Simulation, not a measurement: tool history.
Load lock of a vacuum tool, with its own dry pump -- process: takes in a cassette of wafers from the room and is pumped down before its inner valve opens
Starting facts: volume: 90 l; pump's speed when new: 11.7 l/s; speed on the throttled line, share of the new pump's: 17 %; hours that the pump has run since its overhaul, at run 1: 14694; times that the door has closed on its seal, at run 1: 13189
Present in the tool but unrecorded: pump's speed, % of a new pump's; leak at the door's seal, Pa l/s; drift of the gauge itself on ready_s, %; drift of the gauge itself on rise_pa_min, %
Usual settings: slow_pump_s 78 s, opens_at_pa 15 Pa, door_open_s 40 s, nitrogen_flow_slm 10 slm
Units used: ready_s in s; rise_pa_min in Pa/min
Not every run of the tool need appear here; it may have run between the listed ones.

| run | hour | slow_pump_s | opens_at_pa | door_open_s | nitrogen_flow_slm | hours that the pump has run since its overhaul | times that the door has closed on its seal | incoming humidity of the room's air, % | ready_s | rise_pa_min |
|---|---|---|---|---|---|---|---|---|---|---|
| 1 | 0 | 78 | 15 | 40 | 10 | 14694 | 13189 | 44.1 | 142.8 | 0.06 |
| 2 | 418.1 | 78 | 15 | 143 | 10 | 15112 | 13876 | 45.5 | 143.4 | 0.087 |
| 3 | 917.3 | 78 | 15 | 40 | 10 | 15611 | 14698 | 46 | 143.4 | 0.069 |
| 4 | 1311.4 | 78 | 12 | 40 | 10 | 16005 | 15346 | 42.7 | 147 | 0.069 |
| 5 | 1897.8 | 78 | 15 | 40 | 10 | 16592 | 16311 | 46.1 | 142.4 | 0.073 |
| 6 | 2455.1 | 78 | 15 | 40 | 10 | 17149 | 17228 | 44.8 | 143.8 | 0.077 |
| 7 | 3156.8 | 78 | 15 | 40 | 10 | 17851 | 18382 | 46.4 | 143.9 | 0.093 |
|  | 3303.4 | dry pump taken out, an overhauled one fitted |
| 8 | 3655.8 | 63 | 15 | 40 | 10 | 352 | 19193 | 47.9 | 121.3 | 0.089 |
| 9 | 4112.5 | 63 | 15 | 40 | 10 | 809 | 19945 | 41.9 | 122.1 | 0.098 |
| 10 | 4787.2 | 145 | 15 | 40 | 10 | 1484 | 21055 | 47.8 | 189.8 | 0.1 |
| 11 | 5246.2 | 145 | 15 | 40 | 10 | 1943 | 21810 | 46.5 | 188.7 | 0.106 |
| 12 | 5922.8 | 145 | 15 | 40 | 10 | 2619 | 22923 | 44.4 | 189.3 | 0.108 |
| 13 | 6624.8 | 145 | 15 | 40 | 10 | 3321 | 24078 | 43.9 | 191.9 | 0.116 |
| 14 | 7258.1 | 78 | 15 | 40 | 18 | 3955 | 25120 | 44.2 | 135.3 | 0.115 |
| 15 | 7980.4 | 78 | 15 | 40 | 18 | 4677 | 26309 | 43 | 135.5 | 0.13 |
| 16 | 8628.4 | 43 | 15 | 40 | 41 | 5325 | 27375 | 46.9 | 106.8 | 0.12 |
| 17 | 9151.4 | 43 | 15 | 46 | 11 | 5848 | 28235 | 46.7 | 107.6 | 0.15 |
| 18 | 9474.4 | 43 | 15 | 46 | 11 | 6171 | 28766 | 47.1 | 108.4 | 0.155 |
| 19 | 9803.1 | 132 | 15 | 221 | 6 | 6500 | 29307 | 43.9 | 181 | 0.202 |
| 20 | 10500.7 | 78 | 25 | 40 | 9 | 7197 | 30455 | 47.1 | 133.9 | 0.163 |
| 21 | 11125.1 | 154 | 11 | 31 | 7 | 7822 | 31482 | 42.8 | 202.5 | 0.163 |
| 22 | 11540.6 | 98 | 11 | 42 | 7 | 8237 | 32166 | 42.5 | 157.4 | 0.173 |
| 23 | 12175.4 | 98 | 11 | 42 | 7 | 8872 | 33210 | 46.8 | 159 | 0.181 |
| 24 | 12785.9 | 98 | 11 | 42 | 7 | 9483 | 34215 | 43.1 | 159.2 | 0.189 |
| 25 | 13266.9 | 60 | 14 | 40 | 10 | 9964 | 35006 | 47.4 | 126.4 | 0.185 |
| 26 | 13807.4 | 95 | 15 | 40 | 10 | 10504 | 35895 | 45.4 | 153.9 | 0.193 |

What if the next run were any one of these 3? Each begins from the tool's condition after run 26:
| A | 14440.2 | 78 | 18 | 88 | 10 | 11137 | 36936 | 46 | ? | ? |
| B | 14440.2 | 47 | 15 | 32 | 20 | 11137 | 36936 | 45.8 | ? | ? |
| C | 14440.2 | 95 | 15 | 29 | 10 | 11137 | 36936 | 42.1 | ? | ? |

| run | ready_s | rise_pa_min |
|---|---|---|
| A | 138.4 | 0.219 |
| B | 114.4 | 0.197 |
| C | 152.4 | 0.196 |
Take away the tool's hidden state, keep each run's random variation, and the runs would have read:
| run | ready_s | rise_pa_min |
|---|---|---|
| A | 131.7 | 0.034 |
| B | 107 | 0.013 |
| C | 146.1 | 0.011 |

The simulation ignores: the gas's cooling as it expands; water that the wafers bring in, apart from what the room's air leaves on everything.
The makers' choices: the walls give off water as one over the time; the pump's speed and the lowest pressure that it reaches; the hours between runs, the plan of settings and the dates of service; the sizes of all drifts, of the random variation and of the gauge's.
